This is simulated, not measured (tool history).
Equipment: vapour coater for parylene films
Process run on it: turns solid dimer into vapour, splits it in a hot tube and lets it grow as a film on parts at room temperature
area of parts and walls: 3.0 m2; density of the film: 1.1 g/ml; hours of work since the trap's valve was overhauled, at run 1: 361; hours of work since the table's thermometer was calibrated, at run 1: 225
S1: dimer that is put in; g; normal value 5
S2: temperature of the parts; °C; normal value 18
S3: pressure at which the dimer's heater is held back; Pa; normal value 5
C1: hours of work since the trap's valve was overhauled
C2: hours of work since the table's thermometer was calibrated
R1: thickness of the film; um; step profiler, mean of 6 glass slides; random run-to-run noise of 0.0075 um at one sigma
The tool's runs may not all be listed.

run    day  S1  S2     S3   C1   C2     R1
  1      0   5  18      5  361  225  1.039
  2  0.396   5  18      5  366  230  1.036
  3   1.25   5  18      5  377  242  1.026
  4  2.092   5  18      5  389  253  1.027
  5  2.571   5  22      5  395  260  0.931
  6  3.108   5  22      5  402  267  0.943
  7  3.875   5  22      5  413  277  0.918
  8  4.671   5  18      5  423  288  1.036
  9  5.575   5  18      5  435  300  1.019
 10  6.304   5  18      5  445  310  1.013
 11  6.696   5  18   4.35  450  315  1.033
 12  7.071   5  18  10.12  456  320  0.912
 13   7.65   5  27  10.12  463  328  0.747
 14  8.171   5  27  10.12  470  335  0.754
 15  8.583   3  18      5  476  340  0.622

Forecast run 16:
 16  9.017   6  20  10.03  482  346   ?

R1: 1.062 um
With the hidden condition absent and the run-to-run variation left alone, this run would have shown R1 1.137 um.

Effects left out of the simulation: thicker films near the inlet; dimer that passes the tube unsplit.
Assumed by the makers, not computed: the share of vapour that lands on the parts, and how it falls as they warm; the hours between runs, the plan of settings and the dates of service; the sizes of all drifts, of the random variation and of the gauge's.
